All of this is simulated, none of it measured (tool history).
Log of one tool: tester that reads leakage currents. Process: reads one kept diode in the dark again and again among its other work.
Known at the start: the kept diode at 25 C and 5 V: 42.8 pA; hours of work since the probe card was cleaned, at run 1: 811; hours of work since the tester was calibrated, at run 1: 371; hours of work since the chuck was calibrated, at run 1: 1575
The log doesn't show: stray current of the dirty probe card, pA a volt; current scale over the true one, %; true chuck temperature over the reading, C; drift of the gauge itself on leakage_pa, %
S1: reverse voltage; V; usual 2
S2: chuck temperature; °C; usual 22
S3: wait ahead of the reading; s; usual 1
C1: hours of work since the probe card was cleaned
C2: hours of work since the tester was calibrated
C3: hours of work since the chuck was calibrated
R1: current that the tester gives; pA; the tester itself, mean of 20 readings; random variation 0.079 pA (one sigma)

run,hour,S1,S2,S3,C1,C2,C3,R1
1,0,2,22,1,811,371,1575,18.85
2,53.6,2,22,1,842,402,1606,18.9
3,77,3.63,22,1,856,416,1620,26.36
4,120.6,3.63,22,1,882,442,1646,26.28
5,158,1.81,22,1,904,464,1668,17.85
6,194.7,2,22,6.01,925,485,1689,18.67
7,217.8,1.13,22,1,939,499,1703,13.68
8,255.3,1.13,22,1,961,521,1725,13.71
# hour 261.1: tester calibrated
9,288.7,11.25,48,8.41,980,16,1743,379.05

Forecast run 10:
10,328.5,11.25,52,8.41,1003,40,1767,?

Run 10 gave R1 504.07 pA.
Without the tool's hidden state the same run would have given R1 542.07 pA.
